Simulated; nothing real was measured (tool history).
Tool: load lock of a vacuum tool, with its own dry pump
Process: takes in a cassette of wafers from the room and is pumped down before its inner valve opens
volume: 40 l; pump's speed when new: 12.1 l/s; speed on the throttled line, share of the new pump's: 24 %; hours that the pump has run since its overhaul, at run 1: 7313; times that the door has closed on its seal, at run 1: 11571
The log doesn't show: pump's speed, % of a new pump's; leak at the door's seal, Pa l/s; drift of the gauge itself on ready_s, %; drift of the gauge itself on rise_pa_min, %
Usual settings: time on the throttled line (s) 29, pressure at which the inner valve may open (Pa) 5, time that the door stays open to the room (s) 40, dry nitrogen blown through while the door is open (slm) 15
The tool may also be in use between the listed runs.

run    hour  time on the throttled line (s)  pressure at which the inner valve may open (Pa)  time that the door stays open to the room (s)  dry nitrogen blown through while the door is open (slm)  hours that the pump has run since its overhaul  times that the door has closed on its seal  incoming humidity of the room's air, %  time from the closed door until the inner valve may open (s)  rise of the pressure with all valves shut (Pa/min)
  1     0.0                              29                                                5                                             40                                                       15                                            7313                                       11571                                    41.0                                                          57.4                                               0.298
  2   234.7                              29                                                5                                             97                                                       15                                            7548                                       11942                                    40.8                                                          57.8                                               0.336
  3   567.7                              29                                               10                                             40                                                       15                                            7881                                       12469                                    45.8                                                          54.4                                               0.332
  4   759.8                              29                                                5                                             40                                                       15                                            8073                                       12773                                    45.8                                                          57.7                                               0.348
  5   987.3                              29                                                5                                             40                                                       15                                            8301                                       13133                                    44.3                                                          58.1                                               0.352
  6  1288.6                              29                                                5                                            234                                                       15                                            8602                                       13610                                    47.9                                                          57.8                                               0.462
  7  1686.5                              29                                                5                                             40                                                       15                                            9000                                       14239                                    47.1                                                          57.9                                               0.385
  8  1951.8                              29                                                5                                             40                                                       15                                            9265                                       14659                                    46.9                                                          57.6                                               0.400
  9  2275.5                              29                                                5                                            225                                                       15                                            9589                                       15171                                    45.1                                                          58.3                                               0.521
 10  2586.9                              29                                                5                                            225                                                       15                                            9900                                       15664                                    40.7                                                          58.4                                               0.528
 11  2843.2                              29                                                5                                            225                                                       15                                           10157                                       16069                                    44.1                                                          58.7                                               0.545
 12  3214.0                              29                                                5                                            225                                                       15                                           10527                                       16656                                    42.4                                                          58.9                                               0.564
 13  3526.5                              16                                                5                                             40                                                        6                                           10840                                       17150                                    45.1                                                          48.8                                               0.521
 14  3849.3                              16                                                4                                            125                                                        6                                           11163                                       17661                                    45.1                                                          50.4                                               0.584
 15  4140.7                              16                                                4                                            125                                                        6                                           11454                                       18122                                    46.7                                                          50.6                                               0.611
 16  4403.1                              19                                                5                                             40                                                        5                                           11716                                       18537                                    43.7                                                          51.4                                               0.586
 17  4593.8                              15                                                6                                             55                                                       11                                           11907                                       18839                                    44.7                                                          48.5                                               0.601
 18  4793.5                              15                                                6                                             55                                                       11                                           12107                                       19155                                    46.6                                                          48.3                                               0.604
 19  5170.3                              18                                               10                                            103                                                        6                                           12484                                       19751                                    42.7                                                          48.1                                               0.675

The same runs without the tool's hidden state, with the same run-to-run variation:
run  time from the closed door until the inner valve may open (s)  rise of the pressure with all valves shut (Pa/min)
  1                                                          55.4                                               0.049
  2                                                          55.7                                               0.075
  3                                                          52.4                                               0.050
  4                                                          55.3                                               0.051
  5                                                          55.7                                               0.051
  6                                                          55.3                                               0.144
  7                                                          55.2                                               0.051
  8                                                          54.7                                               0.048
  9                                                          55.4                                               0.137
 10                                                          55.4                                               0.125
 11                                                          55.5                                               0.133
 12                                                          55.6                                               0.126
 13                                                          44.9                                               0.060
 14                                                          46.3                                               0.113
 15                                                          46.3                                               0.122
 16                                                          47.2                                               0.061
 17                                                          44.2                                               0.067
 18                                                          43.9                                               0.064
 19                                                          44.0                                               0.098
